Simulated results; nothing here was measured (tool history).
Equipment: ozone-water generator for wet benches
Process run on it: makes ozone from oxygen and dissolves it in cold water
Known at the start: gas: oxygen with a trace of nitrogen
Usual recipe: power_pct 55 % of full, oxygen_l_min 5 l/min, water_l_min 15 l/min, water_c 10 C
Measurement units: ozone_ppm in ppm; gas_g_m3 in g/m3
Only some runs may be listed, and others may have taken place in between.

{"run": 1, "hour": 0.0, "power_pct": 55, "oxygen_l_min": 5, "water_l_min": 15, "water_c": 10, "ozone_ppm": 12.4, "gas_g_m3": 116.1}
{"run": 2, "hour": 41.5, "power_pct": 55, "oxygen_l_min": 5, "water_l_min": 15, "water_c": 10, "ozone_ppm": 12.6, "gas_g_m3": 117.6}
{"run": 3, "hour": 85.9, "power_pct": 55, "oxygen_l_min": 5, "water_l_min": 15, "water_c": 6, "ozone_ppm": 13.2, "gas_g_m3": 115}
{"run": 4, "hour": 148.3, "power_pct": 55, "oxygen_l_min": 6.38, "water_l_min": 15, "water_c": 6, "ozone_ppm": 13.2, "gas_g_m3": 103.2}
{"run": 5, "hour": 218.8, "power_pct": 55, "oxygen_l_min": 5, "water_l_min": 15, "water_c": 10, "ozone_ppm": 12.5, "gas_g_m3": 117.1}
{"run": 6, "hour": 258.5, "power_pct": 51, "oxygen_l_min": 5, "water_l_min": 15, "water_c": 10, "ozone_ppm": 11.8, "gas_g_m3": 111}
{"run": 7, "hour": 314.1, "power_pct": 100, "oxygen_l_min": 5, "water_l_min": 15, "water_c": 10, "ozone_ppm": 19.9, "gas_g_m3": 186}
{"run": 8, "hour": 382.4, "power_pct": 100, "oxygen_l_min": 5, "water_l_min": 15, "water_c": 10, "ozone_ppm": 19.7, "gas_g_m3": 185.9}
{"run": 9, "hour": 456.1, "power_pct": 65, "oxygen_l_min": 6.69, "water_l_min": 14, "water_c": 6, "ozone_ppm": 15.9, "gas_g_m3": 114}
{"run": 10, "hour": 515.8, "power_pct": 65, "oxygen_l_min": 6.69, "water_l_min": 14, "water_c": 6, "ozone_ppm": 15.9, "gas_g_m3": 113.7}
{"run": 11, "hour": 588.5, "power_pct": 41, "oxygen_l_min": 7.91, "water_l_min": 14, "water_c": 6, "ozone_ppm": 11.5, "gas_g_m3": 73.3}
{"run": 12, "hour": 654.4, "power_pct": 41, "oxygen_l_min": 7.91, "water_l_min": 14, "water_c": 6, "ozone_ppm": 11.2, "gas_g_m3": 73.1}
{"run": 13, "hour": 708.9, "power_pct": 47, "oxygen_l_min": 5, "water_l_min": 15, "water_c": 10, "ozone_ppm": 11.1, "gas_g_m3": 103.6}

What if the next run were any one of these 4? Each begins from the tool's condition after run 13:
{"run": "A", "hour": 781.5, "power_pct": 55, "oxygen_l_min": 5.37, "water_l_min": 15, "water_c": 10, "ozone_ppm": "?", "gas_g_m3": "?"}
{"run": "B", "hour": 781.5, "power_pct": 45, "oxygen_l_min": 5, "water_l_min": 15, "water_c": 5, "ozone_ppm": "?", "gas_g_m3": "?"}
{"run": "C", "hour": 781.5, "power_pct": 53, "oxygen_l_min": 5, "water_l_min": 13, "water_c": 10, "ozone_ppm": "?", "gas_g_m3": "?"}
{"run": "D", "hour": 781.5, "power_pct": 63, "oxygen_l_min": 5, "water_l_min": 15, "water_c": 10, "ozone_ppm": "?", "gas_g_m3": "?"}

run=A ozone_ppm=12.5 gas_g_m3=114.5
run=B ozone_ppm=11.4 gas_g_m3=100.8
run=C ozone_ppm=13.8 gas_g_m3=114.8
run=D ozone_ppm=13.9 gas_g_m3=130.3
Without the tool's unlogged condition, the same runs would have read:
run=A ozone_ppm=12.5 gas_g_m3=114.7
run=B ozone_ppm=11.4 gas_g_m3=100.9
run=C ozone_ppm=13.8 gas_g_m3=114.9
run=D ozone_ppm=13.9 gas_g_m3=130.5
